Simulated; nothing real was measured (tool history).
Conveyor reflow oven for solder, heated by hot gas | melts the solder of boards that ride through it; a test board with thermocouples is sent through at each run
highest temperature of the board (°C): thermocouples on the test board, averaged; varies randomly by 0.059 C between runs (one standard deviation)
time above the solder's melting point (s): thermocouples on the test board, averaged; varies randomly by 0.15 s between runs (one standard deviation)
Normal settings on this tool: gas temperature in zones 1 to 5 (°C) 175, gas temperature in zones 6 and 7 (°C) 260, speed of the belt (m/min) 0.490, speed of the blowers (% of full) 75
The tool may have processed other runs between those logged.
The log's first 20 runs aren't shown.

run,hour,gas temperature in zones 1 to 5 (°C),gas temperature in zones 6 and 7 (°C),speed of the belt (m/min),speed of the blowers (% of full),hours of work since the flux was cleaned out,hours of work since the belt drive was overhauled,hours of work since the thermocouples were changed,highest temperature of the board (°C),time above the solder's melting point (s)
21,247.6,186,262,0.482,64,235,196,340,254.58,64.4
22,257.5,186,262,0.482,73,241,202,346,255.55,64.9
23,274.0,183,262,0.482,87,251,211,355,256.66,64.6
24,283.5,183,262,0.482,87,256,217,361,256.61,64.7
25,297.1,182,255,0.409,57,264,225,369,249.76,71.7
26,310.8,175,260,0.503,75,272,233,377,251.93,56.4
27,322.6,160,249,0.490,52,279,240,384,236.83,38.7
28,331.3,160,249,0.490,52,284,245,389,236.79,39.0
29,341.5,177,260,0.554,61,290,251,395,247.80,47.4
30,353.2,177,259,0.554,61,297,258,402,246.88,46.9

Each row is a separate what-if for the run after 30, all from the same tool condition, not one after another. Results?
A,369.7,175,260,0.490,75,307,267,411,?,?
B,369.7,167,259,0.554,61,307,267,411,?,?
C,369.7,177,259,0.554,63,307,267,411,?,?

run,highest temperature of the board (°C),time above the solder's melting point (s)
A,252.42,58.1
B,245.37,42.7
C,247.27,47.4
The same runs, with their run-to-run variation unchanged, on a tool lacking any hidden condition would have given:
run,highest temperature of the board (°C),time above the solder's melting point (s)
A,252.38,58.2
B,245.49,42.8
C,247.32,47.5
